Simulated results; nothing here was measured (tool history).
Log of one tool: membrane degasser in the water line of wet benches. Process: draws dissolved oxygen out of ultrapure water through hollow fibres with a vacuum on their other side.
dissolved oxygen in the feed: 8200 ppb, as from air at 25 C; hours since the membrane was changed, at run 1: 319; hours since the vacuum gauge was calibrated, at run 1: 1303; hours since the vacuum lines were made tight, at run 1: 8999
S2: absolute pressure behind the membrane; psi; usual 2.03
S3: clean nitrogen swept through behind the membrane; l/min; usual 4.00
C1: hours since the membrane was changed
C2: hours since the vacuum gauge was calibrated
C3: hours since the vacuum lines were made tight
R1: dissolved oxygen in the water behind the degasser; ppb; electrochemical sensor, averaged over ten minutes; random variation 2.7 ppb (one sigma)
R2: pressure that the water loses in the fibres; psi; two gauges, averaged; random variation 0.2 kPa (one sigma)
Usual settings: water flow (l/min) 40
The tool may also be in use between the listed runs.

{"run": 1, "day": 0.0, "water flow (l/min)": 40, "S2": 2.03, "S3": 4.0, "C1": 319, "C2": 1303, "C3": 8999, "R1": 262.8, "R2": 6.283}
{"run": 2, "day": 3.808, "water flow (l/min)": 40, "S2": 2.03, "S3": 4.0, "C1": 411, "C2": 1395, "C3": 9090, "R1": 261.4, "R2": 6.274}
{"run": 3, "day": 9.258, "water flow (l/min)": 40, "S2": 2.03, "S3": 4.0, "C1": 541, "C2": 1525, "C3": 9221, "R1": 265.3, "R2": 6.28}
{"run": 4, "day": 15.075, "water flow (l/min)": 40, "S2": 2.03, "S3": 4.0, "C1": 681, "C2": 1665, "C3": 9361, "R1": 265.3, "R2": 6.279}
{"run": 5, "day": 20.088, "water flow (l/min)": 40, "S2": 2.03, "S3": 4.27, "C1": 801, "C2": 1785, "C3": 9481, "R1": 253.1, "R2": 6.331}
{"run": 6, "day": 27.454, "water flow (l/min)": 40, "S2": 2.03, "S3": 4.0, "C1": 978, "C2": 1962, "C3": 9658, "R1": 267.8, "R2": 6.286}
{"run": 7, "day": 33.221, "water flow (l/min)": 40, "S2": 2.03, "S3": 4.0, "C1": 1116, "C2": 2100, "C3": 9796, "R1": 268.0, "R2": 6.299}
{"run": 8, "day": 40.679, "water flow (l/min)": 40, "S2": 2.03, "S3": 4.0, "C1": 1295, "C2": 2279, "C3": 9975, "R1": 265.6, "R2": 6.316}
{"run": 9, "day": 45.104, "water flow (l/min)": 29, "S2": 2.03, "S3": 4.0, "C1": 1402, "C2": 2386, "C3": 10082, "R1": 192.2, "R2": 4.551}
{"run": 10, "day": 50.996, "water flow (l/min)": 29, "S2": 1.45, "S3": 4.0, "C1": 1543, "C2": 2527, "C3": 10223, "R1": 123.6, "R2": 4.58}
{"run": 11, "day": 57.725, "water flow (l/min)": 29, "S2": 1.45, "S3": 4.0, "C1": 1704, "C2": 2689, "C3": 10384, "R1": 124.6, "R2": 4.582}
{"run": 12, "day": 62.629, "water flow (l/min)": 29, "S2": 1.45, "S3": 4.0, "C1": 1822, "C2": 2806, "C3": 10502, "R1": 123.0, "R2": 4.541}
{"run": 13, "day": 68.754, "water flow (l/min)": 29, "S2": 1.45, "S3": 4.0, "C1": 1969, "C2": 2953, "C3": 10649, "R1": 125.5, "R2": 4.557}
{"run": 14, "day": 73.938, "water flow (l/min)": 29, "S2": 1.45, "S3": 4.0, "C1": 2094, "C2": 3078, "C3": 10774, "R1": 123.8, "R2": 4.614}
{"run": 15, "day": 81.404, "water flow (l/min)": 29, "S2": 1.45, "S3": 4.0, "C1": 2273, "C2": 3257, "C3": 10953, "R1": 123.8, "R2": 4.618}
{"run": 16, "day": 86.125, "water flow (l/min)": 29, "S2": 1.45, "S3": 4.0, "C1": 2386, "C2": 3370, "C3": 11066, "R1": 122.9, "R2": 4.583}
{"run": 17, "day": 90.383, "water flow (l/min)": 40, "S2": 2.12, "S3": 4.0, "C1": 2488, "C2": 3472, "C3": 11168, "R1": 281.9, "R2": 6.382}
{"run": 18, "day": 97.146, "water flow (l/min)": 40, "S2": 2.03, "S3": 4.0, "C1": 2651, "C2": 3635, "C3": 11331, "R1": 265.0, "R2": 6.325}
{"run": 19, "day": 103.162, "water flow (l/min)": 40, "S2": 2.03, "S3": 4.0, "C1": 2795, "C2": 3779, "C3": 11475, "R1": 266.3, "R2": 6.334}
{"run": 20, "day": 110.067, "water flow (l/min)": 40, "S2": 1.84, "S3": 4.0, "C1": 2961, "C2": 3945, "C3": 11641, "R1": 232.3, "R2": 6.389}
{"run": 21, "day": 113.383, "water flow (l/min)": 40, "S2": 1.84, "S3": 4.0, "C1": 3040, "C2": 4024, "C3": 11720, "R1": 240.2, "R2": 6.364}
{"run": 22, "day": 120.362, "water flow (l/min)": 25, "S2": 1.84, "S3": 4.0, "C1": 3208, "C2": 4192, "C3": 11888, "R1": 144.0, "R2": 3.951}
{"run": 23, "day": 124.35, "water flow (l/min)": 37, "S2": 4.95, "S3": 4.0, "C1": 3304, "C2": 4288, "C3": 11984, "R1": 646.7, "R2": 5.842}
{"run": 24, "day": 131.508, "water flow (l/min)": 37, "S2": 4.95, "S3": 4.0, "C1": 3475, "C2": 4459, "C3": 12155, "R1": 652.1, "R2": 5.903}
{"run": 25, "day": 135.15, "water flow (l/min)": 24, "S2": 2.03, "S3": 4.0, "C1": 3563, "C2": 4547, "C3": 12243, "R1": 161.9, "R2": 3.835}
{"run": 26, "day": 140.771, "water flow (l/min)": 24, "S2": 2.03, "S3": 4.0, "C1": 3698, "C2": 4682, "C3": 12378, "R1": 155.7, "R2": 3.775}
{"run": 27, "day": 144.15, "water flow (l/min)": 40, "S2": 2.87, "S3": 8.8, "C1": 3779, "C2": 4763, "C3": 12459, "R1": 199.7, "R2": 6.367}
{"run": 28, "day": 148.571, "water flow (l/min)": 44, "S2": 4.19, "S3": 4.0, "C1": 3885, "C2": 4869, "C3": 12565, "R1": 644.3, "R2": 7.021}
{"run": 29, "day": 152.071, "water flow (l/min)": 44, "S2": 1.31, "S3": 2.2, "C1": 3969, "C2": 4953, "C3": 12649, "R1": 272.9, "R2": 7.044}
{"run": 30, "day": 156.812, "water flow (l/min)": 40, "S2": 2.03, "S3": 1.88, "C1": 4083, "C2": 5067, "C3": 12763, "R1": 496.9, "R2": 6.347}
{"run": 31, "day": 163.821, "water flow (l/min)": 33, "S2": 2.03, "S3": 2.78, "C1": 4251, "C2": 5235, "C3": 12931, "R1": 299.8, "R2": 5.258}
{"run": 32, "day": 171.354, "water flow (l/min)": 40, "S2": 2.55, "S3": 2.29, "C1": 4432, "C2": 5416, "C3": 13112, "R1": 554.4, "R2": 6.409}

3 ways to go on from here, each from the tool as it stands after run 32. What would each give?
{"run": "A", "day": 175.321, "water flow (l/min)": 40, "S2": 3.38, "S3": 2.09, "C1": 4527, "C2": 5511, "C3": 13207, "R1": "?", "R2": "?"}
{"run": "B", "day": 175.321, "water flow (l/min)": 40, "S2": 1.62, "S3": 3.87, "C1": 4527, "C2": 5511, "C3": 13207, "R1": "?", "R2": "?"}
{"run": "C", "day": 175.321, "water flow (l/min)": 30, "S2": 3.16, "S3": 5.23, "C1": 4527, "C2": 5511, "C3": 13207, "R1": "?", "R2": "?"}

run=A R1=807.7 R2=6.369
run=B R1=208.1 R2=6.401
run=C R1=259.5 R2=4.805
Without the tool's hidden state the same runs would have given:
run=A R1=807.5 R2=6.244
run=B R1=208.0 R2=6.276
run=C R1=259.4 R2=4.712
